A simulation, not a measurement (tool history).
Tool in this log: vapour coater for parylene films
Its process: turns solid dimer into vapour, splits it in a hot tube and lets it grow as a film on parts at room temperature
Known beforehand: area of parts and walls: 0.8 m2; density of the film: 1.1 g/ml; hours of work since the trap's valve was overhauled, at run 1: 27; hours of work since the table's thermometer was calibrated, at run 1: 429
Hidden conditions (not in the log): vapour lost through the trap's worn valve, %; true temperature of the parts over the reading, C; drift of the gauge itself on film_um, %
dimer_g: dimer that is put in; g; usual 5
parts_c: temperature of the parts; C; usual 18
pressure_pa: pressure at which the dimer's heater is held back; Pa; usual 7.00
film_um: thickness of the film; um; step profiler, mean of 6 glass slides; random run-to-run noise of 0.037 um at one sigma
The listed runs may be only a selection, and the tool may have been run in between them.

| run | hour | dimer_g | parts_c | pressure_pa | hours of work since the trap's valve was overhauled | hours of work since the table's thermometer was calibrated | film_um |
|---|---|---|---|---|---|---|---|
| 1 | 0.0 | 5 | 18 | 7.00 | 27 | 429 | 4.06 |
| 2 | 10.7 | 8 | 18 | 7.00 | 33 | 435 | 6.53 |
| 3 | 19.2 | 5 | 18 | 7.00 | 38 | 440 | 4.04 |
| 4 | 33.0 | 5 | 18 | 7.00 | 46 | 448 | 4.08 |
| 5 | 47.8 | 5 | 16 | 7.00 | 54 | 456 | 4.35 |
| 6 | 66.5 | 5 | 16 | 7.00 | 65 | 467 | 4.44 |
| 7 | 82.7 | 5 | 18 | 7.00 | 74 | 476 | 4.07 |
| 8 | 97.4 | 5 | 18 | 7.18 | 83 | 485 | 3.98 |
| 9 | 110.4 | 5 | 18 | 7.18 | 90 | 492 | 3.99 |
| 10 | 128.0 | 5 | 18 | 7.18 | 100 | 502 | 3.96 |
| 11 | 137.3 | 5 | 18 | 7.18 | 106 | 508 | 3.96 |
| 12 | 146.7 | 5 | 18 | 7.18 | 111 | 513 | 3.95 |
| 13 | 165.7 | 6 | 18 | 7.18 | 122 | 524 | 4.70 |
| 14 | 180.0 | 6 | 18 | 7.18 | 130 | 532 | 4.74 |
| 15 | 188.3 | 6 | 18 | 7.18 | 135 | 537 | 4.71 |
|  | 190.7 | table's thermometer calibrated |
| 16 | 197.7 | 6 | 18 | 7.18 | 140 | 4 | 4.77 |
| 17 | 211.0 | 4 | 22 | 11.07 | 148 | 12 | 2.52 |
| 18 | 229.2 | 7 | 23 | 7.00 | 158 | 22 | 4.43 |
| 19 | 243.2 | 7 | 23 | 7.00 | 166 | 30 | 4.33 |
| 20 | 259.5 | 7 | 25 | 9.49 | 175 | 40 | 3.90 |
|  | 269.9 | table's thermometer calibrated, once more |
| 21 | 275.8 | 7 | 25 | 9.49 | 184 | 3 | 3.90 |
| 22 | 291.0 | 3 | 15 | 5.16 | 193 | 12 | 2.77 |
| 23 | 307.1 | 7 | 13 | 2.10 | 202 | 21 | 7.33 |
| 24 | 322.8 | 7 | 13 | 2.10 | 211 | 30 | 7.25 |

Run 25 has not been measured yet. What should we expect?
| 25 | 335.8 | 7 | 13 | 2.10 | 219 | 38 | ? |

{"run 25": {"film_um": 7.2}}
Minus the tool's unlogged condition, the same run would have read film_um 7.68 um.

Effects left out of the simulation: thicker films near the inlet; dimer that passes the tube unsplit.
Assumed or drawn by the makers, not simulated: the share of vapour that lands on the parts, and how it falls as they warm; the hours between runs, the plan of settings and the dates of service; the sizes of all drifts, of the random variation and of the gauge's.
